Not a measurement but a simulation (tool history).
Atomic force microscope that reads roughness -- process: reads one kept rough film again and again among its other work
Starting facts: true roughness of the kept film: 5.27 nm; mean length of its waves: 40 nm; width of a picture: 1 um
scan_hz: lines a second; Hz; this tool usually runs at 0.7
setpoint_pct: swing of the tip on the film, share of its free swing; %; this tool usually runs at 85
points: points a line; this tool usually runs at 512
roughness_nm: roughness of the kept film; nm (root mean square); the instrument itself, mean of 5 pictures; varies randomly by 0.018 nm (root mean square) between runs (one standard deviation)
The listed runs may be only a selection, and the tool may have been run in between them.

Run 1, hour 0: usual settings. Result: roughness_nm 4.41 nm (root mean square).
Run 2, hour 70.4: usual settings but scan_hz 1.024 Hz. Result: roughness_nm 4.216 nm (root mean square).
Run 3, hour 120.6: usual settings but scan_hz 1.024 Hz. Result: roughness_nm 4.215 nm (root mean square).
Run 4, hour 191.2: usual settings but scan_hz 1.024 Hz. Result: roughness_nm 4.243 nm (root mean square).
Run 5, hour 240.7: usual settings but scan_hz 1.024 Hz. Result: roughness_nm 4.214 nm (root mean square).
Run 6, hour 311.7: usual settings but scan_hz 1.019 Hz. Result: roughness_nm 4.244 nm (root mean square).
Run 7, hour 396.1: usual settings. Result: roughness_nm 4.409 nm (root mean square).
Run 8, hour 465.5: usual settings but points 409. Result: roughness_nm 4.376 nm (root mean square).
Run 9, hour 533: usual settings but points 409. Result: roughness_nm 4.4 nm (root mean square).
Run 10, hour 581.7: usual settings. Result: roughness_nm 4.42 nm (root mean square).
Run 11, hour 619.5: usual settings. Result: roughness_nm 4.36 nm (root mean square).
Run 12, hour 669.9: usual settings but setpoint_pct 67 %. Result: roughness_nm 4.597 nm (root mean square).
Run 13, hour 744.2: usual settings but setpoint_pct 55 %. Result: roughness_nm 4.746 nm (root mean square).
Run 14, hour 814.4: usual settings but setpoint_pct 55 %. Result: roughness_nm 4.736 nm (root mean square).
Run 15, hour 902.3: usual settings but setpoint_pct 55 %. Result: roughness_nm 4.74 nm (root mean square).
Run 16, hour 975.3: usual settings. Result: roughness_nm 4.425 nm (root mean square).
Run 17, hour 1034: usual settings. Result: roughness_nm 4.43 nm (root mean square).
Run 18, hour 1103: usual settings but setpoint_pct 61 %. Result: roughness_nm 4.708 nm (root mean square).
Run 19, hour 1160.2: usual settings but setpoint_pct 61 %. Result: roughness_nm 4.716 nm (root mean square).
Run 20, hour 1218.2: usual settings but setpoint_pct 61 %. Result: roughness_nm 4.692 nm (root mean square).
Run 21, hour 1294.7: usual settings but setpoint_pct 61 %. Result: roughness_nm 4.727 nm (root mean square).
Run 22, hour 1362.3: usual settings but scan_hz 1.486 Hz. Result: roughness_nm 4.009 nm (root mean square).
Run 23, hour 1428.2: usual settings but scan_hz 1.486 Hz. Result: roughness_nm 4.01 nm (root mean square).
Run 24, hour 1497.2: usual settings but scan_hz 1.486 Hz. Result: roughness_nm 4.036 nm (root mean square).
Run 25, hour 1584.9: usual settings but scan_hz 1.486 Hz. Result: roughness_nm 4.029 nm (root mean square).
Run 26, hour 1628.2: usual settings but scan_hz 1.486 Hz. Result: roughness_nm 4.038 nm (root mean square).
Run 27, hour 1713.4: usual settings but scan_hz 1.486 Hz. Result: roughness_nm 4.039 nm (root mean square).
Run 28, hour 1757.4: usual settings but points 422. Result: roughness_nm 4.394 nm (root mean square).
Run 29, hour 1841.3: usual settings but setpoint_pct 56 %. Result: roughness_nm 4.744 nm (root mean square).
Run 30, hour 1896: usual settings but points 990. Result: roughness_nm 4.42 nm (root mean square).
Run 31, hour 1933.8: usual settings but points 990. Result: roughness_nm 4.395 nm (root mean square).
Run 32, hour 1976.1: usual settings but scan_hz 1.111 Hz. Result: roughness_nm 4.222 nm (root mean square).
Run 33, hour 2022.5: usual settings but setpoint_pct 90 %, points 391. Result: roughness_nm 4.337 nm (root mean square).
Run 34, hour 2073: usual settings but scan_hz 2.719 Hz, setpoint_pct 84 %, points 705. Result: roughness_nm 3.61 nm (root mean square).
Run 35, hour 2156.4: usual settings but points 298. Result: roughness_nm 4.379 nm (root mean square).
Run 36, hour 2203.7: usual settings but scan_hz 1.816 Hz, setpoint_pct 66 %, points 502. Result: roughness_nm 4.39 nm (root mean square).
Run 37, hour 2278.1: usual settings but scan_hz 0.96 Hz, setpoint_pct 61 %, points 379. Result: roughness_nm 4.67 nm (root mean square).
Run 38, hour 2368.1: usual settings but scan_hz 0.96 Hz, setpoint_pct 89 %, points 379. Result: roughness_nm 4.19 nm (root mean square).
Run 39, hour 2418.6: usual settings but scan_hz 0.724 Hz, setpoint_pct 77 %, points 273. Result: roughness_nm 4.513 nm (root mean square).
Run 40, hour 2488.6: usual settings but scan_hz 0.724 Hz, setpoint_pct 77 %, points 273. Result: roughness_nm 4.475 nm (root mean square).
Run 41, hour 2527.1: usual settings but scan_hz 0.724 Hz, setpoint_pct 77 %, points 273. Result: roughness_nm 4.496 nm (root mean square).
Run 42, hour 2593.8: usual settings but scan_hz 0.724 Hz, setpoint_pct 77 %, points 273. Result: roughness_nm 4.461 nm (root mean square).
Run 43, hour 2680.6: usual settings but scan_hz 2.766 Hz, setpoint_pct 77 %, points 268. Result: roughness_nm 3.87 nm (root mean square).
Run 44, hour 2740.7: usual settings but scan_hz 2.766 Hz, setpoint_pct 77 %, points 268. Result: roughness_nm 3.857 nm (root mean square).
Run 45, hour 2788.4: usual settings but scan_hz 2.766 Hz, setpoint_pct 77 %, points 268. Result: roughness_nm 3.846 nm (root mean square).
Run 46, hour 2844.7: usual settings but scan_hz 1.083 Hz, setpoint_pct 55 %. Result: roughness_nm 4.727 nm (root mean square).
Run 47, hour 2883.1: usual settings but scan_hz 1.752 Hz, setpoint_pct 73 %. Result: roughness_nm 4.271 nm (root mean square).
Run 48, hour 2963.7: usual settings but scan_hz 1.752 Hz, setpoint_pct 73 %. Result: roughness_nm 4.274 nm (root mean square).
Run 49, hour 3043.3: usual settings but scan_hz 3.442 Hz, setpoint_pct 64 %. Result: roughness_nm 4.204 nm (root mean square).
Run 50, hour 3114.1: usual settings but scan_hz 1.801 Hz, points 443. Result: roughness_nm 3.913 nm (root mean square).
Run 51, hour 3157.5: usual settings but setpoint_pct 59 %, points 899. Result: roughness_nm 4.744 nm (root mean square).
Run 52, hour 3204.9: usual settings but scan_hz 3.571 Hz, setpoint_pct 55 %, points 377. Result: roughness_nm 4.424 nm (root mean square).

The log once held 21 entries between its listed runs, left out of this copy. Where does each go, and what is different about the tool's unlogged condition between the listed run before it and the listed run after it?
Runs 3 to 4: new tip fitted (hour 160.6)
  radius of the tip, nm: 7.2 -> 7
Runs 6 to 7: new tip fitted (hour 317.6)
  radius of the tip, nm: 7.2 -> 7.1
Runs 8 to 9: new tip fitted (hour 476.8)
  radius of the tip, nm: 7.2 -> 7.1
Runs 11 to 12: new tip fitted (hour 635.9)
  radius of the tip, nm: 7.2 -> 7
Runs 13 to 14: new tip fitted (hour 793.7)
  radius of the tip, nm: 7.2 -> 7
Runs 15 to 16: new tip fitted (hour 953.7)
  radius of the tip, nm: 7.2 -> 7
Runs 18 to 19: new tip fitted (hour 1111.4)
  radius of the tip, nm: 7.2 -> 7.1
Runs 20 to 21: new tip fitted (hour 1269.4)
  radius of the tip, nm: 7.1 -> 7
Runs 22 to 23: new tip fitted (hour 1425.8)
  radius of the tip, nm: 7.1 -> 7
Runs 24 to 25: new tip fitted (hour 1584.9)
  radius of the tip, nm: 7.1 -> 7
Runs 27 to 28: new tip fitted (hour 1745.1)
  radius of the tip, nm: 7.2 -> 7
Runs 30 to 31: new tip fitted (hour 1906.7)
  radius of the tip, nm: 7.2 -> 7
Runs 33 to 34: new tip fitted (hour 2064.3)
  radius of the tip, nm: 7.2 -> 7
Runs 36 to 37: new tip fitted (hour 2222)
  radius of the tip, nm: 7.2 -> 7.1
Runs 37 to 38: height scale calibrated on a step standard (hour 2356.1)
  radius of the tip, nm: 7.1 -> 7.2; height scale over the true one, %: -0.02 -> 0
Runs 38 to 39: new tip fitted (hour 2382)
  radius of the tip, nm: 7.2 -> 7.1
Runs 41 to 42: new tip fitted (hour 2541.9)
  radius of the tip, nm: 7.2 -> 7.1
Runs 43 to 44: new tip fitted (hour 2701.4)
  radius of the tip, nm: 7.2 -> 7.1
Runs 46 to 47: new tip fitted (hour 2861.8)
  radius of the tip, nm: 7.2 -> 7
Runs 48 to 49: new tip fitted (hour 3024.1)
  radius of the tip, nm: 7.1 -> 7
Runs 51 to 52: new tip fitted (hour 3185.4)
  radius of the tip, nm: 7.2 -> 7
